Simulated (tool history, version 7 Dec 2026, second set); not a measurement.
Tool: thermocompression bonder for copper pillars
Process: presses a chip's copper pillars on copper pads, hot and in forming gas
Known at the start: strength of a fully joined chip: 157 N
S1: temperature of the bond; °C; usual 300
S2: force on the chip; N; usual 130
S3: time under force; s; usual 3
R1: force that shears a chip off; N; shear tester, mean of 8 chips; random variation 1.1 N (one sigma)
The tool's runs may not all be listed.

Run 1, hour 0.0: usual settings. Result: R1 94.9 N.
Run 2, hour 27.3: usual settings. Result: R1 93.0 N.
At hour 34.0: forming gas filter changed.
Run 3, hour 51.8: usual settings. Result: R1 102.4 N.
Run 4, hour 74.4: usual settings. Result: R1 102.1 N.
Run 5, hour 94.5: usual settings. Result: R1 101.8 N.
At hour 113.2: force cell calibrated.
Run 6, hour 130.8: usual settings. Result: R1 101.6 N.
Run 7, hour 146.6: usual settings. Result: R1 102.3 N.
Run 8, hour 170.3: usual settings. Result: R1 102.8 N.
Run 9, hour 203.8: usual settings but S3 2 s. Result: R1 89.5 N.
Run 10, hour 228.8: usual settings but S3 2 s. Result: R1 87.1 N.
Run 11, hour 263.5: usual settings but S3 2 s. Result: R1 86.9 N.
Run 12, hour 299.7: usual settings but S3 2 s. Result: R1 84.7 N.
At hour 316.4: forming gas filter changed.
Run 13, hour 337.1: usual settings but S3 2 s. Result: R1 94.6 N.
Run 14, hour 373.1: usual settings. Result: R1 104.4 N.
Run 15, hour 402.6: usual settings. Result: R1 104.0 N.
Run 16, hour 429.0: usual settings but S2 127 N. Result: R1 102.1 N.
Run 17, hour 449.4: usual settings but S2 127 N. Result: R1 99.0 N.
Run 18, hour 473.5: usual settings. Result: R1 99.7 N.
Run 19, hour 495.9: usual settings but S1 315 °C. Result: R1 107.8 N.
Run 20, hour 523.3: usual settings. Result: R1 97.0 N.
Run 21, hour 539.8: usual settings but S1 320 °C, S2 97 N, S3 8 s. Result: R1 124.4 N.
Run 22, hour 576.0: usual settings but S1 311 °C, S2 92 N, S3 4 s. Result: R1 100.1 N.
At hour 595.9: forming gas filter changed.
Run 23, hour 596.5: usual settings but S1 311 °C, S2 92 N, S3 4 s. Result: R1 110.7 N.
Run 24, hour 613.6: usual settings but S1 316 °C, S2 92 N, S3 4 s. Result: R1 112.8 N.
Run 25, hour 629.0: usual settings but S1 316 °C, S2 149 N, S3 2 s. Result: R1 109.4 N.
Run 26, hour 651.1: usual settings but S1 310 °C, S3 4 s. Result: R1 117.6 N.
Run 27, hour 685.0: usual settings but S1 292 °C, S3 4 s. Result: R1 106.0 N.
Run 28, hour 704.4: usual settings but S1 292 °C, S3 4 s. Result: R1 104.2 N.
Run 29, hour 727.7: usual settings but S1 310 °C, S2 120 N, S3 7 s. Result: R1 125.9 N.

Forecast run 30:
Run 30, hour 743.5: usual settings but S2 167 N, S3 4 s. Result: R1 ?.

{"run 30": {"R1": 115.6}}
Without the tool's hidden state the same run would have given R1 119.1 N.
